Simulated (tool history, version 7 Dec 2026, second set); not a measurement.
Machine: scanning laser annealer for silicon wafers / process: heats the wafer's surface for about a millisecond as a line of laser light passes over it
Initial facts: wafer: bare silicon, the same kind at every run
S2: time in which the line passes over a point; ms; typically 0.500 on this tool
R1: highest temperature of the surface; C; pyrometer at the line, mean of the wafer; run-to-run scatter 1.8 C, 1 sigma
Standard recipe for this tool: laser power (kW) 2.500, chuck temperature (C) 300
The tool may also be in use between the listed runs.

Run 1, hour 0.0: usual settings. Result: R1 1004 C.
Run 2, hour 13.7: usual settings. Result: R1 1004 C.
Run 3, hour 23.4: usual settings. Result: R1 1006 C.
Run 4, hour 38.0: usual settings. Result: R1 1002 C.
Run 5, hour 46.0: usual settings but S2 0.564 ms. Result: R1 1041 C.
Run 6, hour 58.9: usual settings but laser power (kW) 2.131, S2 0.564 ms. Result: R1 912 C.
Run 7, hour 68.1: usual settings but laser power (kW) 2.131, S2 0.564 ms. Result: R1 913 C.
Run 8, hour 74.2: usual settings. Result: R1 1002 C.
Run 9, hour 85.0: usual settings. Result: R1 998 C.
Run 10, hour 94.2: usual settings. Result: R1 999 C.
Run 11, hour 104.2: usual settings but chuck temperature (C) 321. Result: R1 1018 C.
At hour 108.4: laser's power meter calibrated.
Run 12, hour 119.1: usual settings but S2 0.472 ms, chuck temperature (C) 321. Result: R1 998 C.
Run 13, hour 126.7: usual settings but S2 0.472 ms, chuck temperature (C) 321. Result: R1 1001 C.
Run 14, hour 134.9: usual settings. Result: R1 999 C.
At hour 148.6: laser's power meter calibrated, once more.
Run 15, hour 152.2: usual settings. Result: R1 996 C.
Run 16, hour 162.1: usual settings but laser power (kW) 2.641. Result: R1 1047 C.
Run 17, hour 169.3: usual settings but laser power (kW) 2.641. Result: R1 1048 C.
Run 18, hour 177.2: usual settings but laser power (kW) 2.641. Result: R1 1045 C.
Run 19, hour 190.8: usual settings but laser power (kW) 2.641. Result: R1 1046 C.
Run 20, hour 200.3: usual settings but laser power (kW) 2.641. Result: R1 1045 C.
Run 21, hour 210.3: usual settings but laser power (kW) 2.470, S2 0.555 ms, chuck temperature (C) 335. Result: R1 1060 C.
Run 22, hour 220.0: usual settings but laser power (kW) 2.419, S2 0.555 ms, chuck temperature (C) 267. Result: R1 975 C.
Run 23, hour 231.2: usual settings but laser power (kW) 2.419, S2 0.485 ms, chuck temperature (C) 269. Result: R1 932 C.
Run 24, hour 241.7: usual settings but laser power (kW) 2.600, chuck temperature (C) 294. Result: R1 1023 C.
Run 25, hour 249.3: usual settings but laser power (kW) 2.644. Result: R1 1045 C.
Run 26, hour 261.5: usual settings but laser power (kW) 2.463, S2 0.440 ms, chuck temperature (C) 312. Result: R1 957 C.
Run 27, hour 268.1: usual settings but laser power (kW) 2.463, S2 0.440 ms, chuck temperature (C) 312. Result: R1 957 C.
Run 28, hour 277.9: usual settings but laser power (kW) 2.463, S2 0.440 ms, chuck temperature (C) 312. Result: R1 953 C.
Run 29, hour 292.1: usual settings but laser power (kW) 2.239, S2 0.415 ms, chuck temperature (C) 306. Result: R1 866 C.
Run 30, hour 299.4: usual settings but S2 0.439 ms. Result: R1 957 C.
Run 31, hour 310.6: usual settings but laser power (kW) 2.517, S2 0.406 ms, chuck temperature (C) 320. Result: R1 955 C.
Run 32, hour 318.8: usual settings but laser power (kW) 2.475, S2 0.406 ms, chuck temperature (C) 306. Result: R1 929 C.
Run 33, hour 328.5: usual settings but laser power (kW) 2.397, S2 0.478 ms, chuck temperature (C) 294. Result: R1 941 C.
Run 34, hour 336.8: usual settings but laser power (kW) 2.397, S2 0.478 ms, chuck temperature (C) 299. Result: R1 945 C.
Run 35, hour 345.0: usual settings but laser power (kW) 2.601, S2 0.407 ms, chuck temperature (C) 299. Result: R1 954 C.
Run 36, hour 355.3: usual settings but laser power (kW) 2.683, S2 0.441 ms, chuck temperature (C) 328. Result: R1 1038 C.

How would selected steps in R1 from run to run divide? Give the signed amount a tool lacking its hidden state would still show from settings, what came in and random variation, and the signed amount left for the hidden state, including any gauge scatter that is not in both of the compared results.
Unlogged tool condition in this case: light that passes the window, % of a clean one's; laser's true power over the reading, %; width of the line over the set one, %; drift of the gauge itself on peak_c, C.
Run 5 -> 6: laser power (kW) 2.500 -> 2.131. R1 -129 C: hidden state +3, all else -132.
Run 7 -> 8: laser power (kW) 2.131 -> 2.500, S2 0.564 -> 0.500. R1 +89 C: hidden state -3, all else +92.
Run 23 -> 24: laser power (kW) 2.419 -> 2.600, S2 0.485 -> 0.500, chuck temperature (C) 269 -> 294. R1 +91 C: hidden state -3, all else +94.
Run 29 -> 30: laser power (kW) 2.239 -> 2.500, S2 0.415 -> 0.439, chuck temperature (C) 306 -> 300. R1 +91 C: hidden state -3, all else +94.

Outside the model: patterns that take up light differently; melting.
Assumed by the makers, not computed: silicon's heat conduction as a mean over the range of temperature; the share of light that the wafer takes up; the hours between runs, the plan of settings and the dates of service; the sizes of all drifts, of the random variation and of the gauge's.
